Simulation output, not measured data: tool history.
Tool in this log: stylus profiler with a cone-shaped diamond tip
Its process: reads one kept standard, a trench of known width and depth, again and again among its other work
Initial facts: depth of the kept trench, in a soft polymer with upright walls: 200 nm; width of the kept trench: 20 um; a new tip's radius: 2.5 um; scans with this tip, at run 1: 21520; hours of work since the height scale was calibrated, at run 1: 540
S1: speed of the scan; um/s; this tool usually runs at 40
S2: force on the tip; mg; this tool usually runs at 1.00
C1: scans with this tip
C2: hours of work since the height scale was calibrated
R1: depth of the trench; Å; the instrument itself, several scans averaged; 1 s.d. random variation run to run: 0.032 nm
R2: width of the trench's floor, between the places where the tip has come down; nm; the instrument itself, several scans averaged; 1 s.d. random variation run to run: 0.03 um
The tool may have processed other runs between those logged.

run 1 day=0.000 | S1=40 S2=1.00 | C1=21520 C2=540 | R1=2019.0 R2=17020
run 2 day=2.112 | S1=40 S2=1.00 | C1=22059 C2=579 | R1=2018.9 R2=16930
run 3 day=3.429 | S1=40 S2=1.87 | C1=22395 C2=604 | R1=2026.8 R2=17080
run 4 day=6.404 | S1=40 S2=0.97 | C1=23154 C2=659 | R1=2019.6 R2=17010
run 5 day=7.942 | S1=40 S2=0.97 | C1=23546 C2=688 | R1=2019.0 R2=16930
run 6 day=10.729 | S1=40 S2=0.97 | C1=24258 C2=740 | R1=2019.2 R2=16920
run 7 day=12.904 | S1=40 S2=0.97 | C1=24813 C2=780 | R1=2019.6 R2=16950
-- day=13.092 height scale calibrated on a step standard
run 8 day=14.917 | S1=40 S2=0.97 | C1=25321 C2=34 | R1=2021.3 R2=16970
run 9 day=16.325 | S1=40 S2=2.81 | C1=25681 C2=60 | R1=2036.7 R2=17000
run 10 day=18.971 | S1=45 S2=0.56 | C1=26355 C2=109 | R1=2017.5 R2=16710
-- day=20.588 height scale calibrated on a step standard, once more
run 11 day=21.154 | S1=105 S2=0.69 | C1=26906 C2=11 | R1=2012.7 R2=16200
run 12 day=22.983 | S1=38 S2=0.61 | C1=27374 C2=45 | R1=2012.2 R2=16810
run 13 day=24.588 | S1=68 S2=1.78 | C1=27783 C2=75 | R1=2024.2 R2=16740
run 14 day=26.762 | S1=40 S2=0.36 | C1=28338 C2=115 | R1=2008.8 R2=16580
run 15 day=29.575 | S1=40 S2=0.36 | C1=29056 C2=167 | R1=2010.3 R2=16580

What if the next run were any one of these 5? Each begins from the tool's condition after run 15:
-- day=32.246 new tip fitted, height scale calibrated
run A day=32.517 | S1=137 S2=0.93 | C1=70 C2=5 | R1=? R2=?
-- day=32.246 new tip fitted, height scale calibrated
run B day=32.517 | S1=58 S2=1.23 | C1=70 C2=5 | R1=? R2=?
-- day=32.246 new tip fitted, height scale calibrated
run C day=32.517 | S1=133 S2=0.40 | C1=70 C2=5 | R1=? R2=?
-- day=32.246 new tip fitted, height scale calibrated
run D day=32.517 | S1=18 S2=2.23 | C1=70 C2=5 | R1=? R2=?
-- day=32.246 new tip fitted, height scale calibrated
run E day=32.517 | S1=32 S2=0.60 | C1=70 C2=5 | R1=? R2=?

run=A R1=2013.8 R2=16910
run=B R1=2016.5 R2=17620
run=C R1=2007.5 R2=16430
run=D R1=2025.0 R2=17930
run=E R1=2010.2 R2=17750
Stripped of hidden state, with their random variation kept, the same runs would have yielded:
run=A R1=2014.4 R2=16890
run=B R1=2017.1 R2=17600
run=C R1=2008.1 R2=16400
run=D R1=2025.6 R2=17910
run=E R1=2010.9 R2=17720
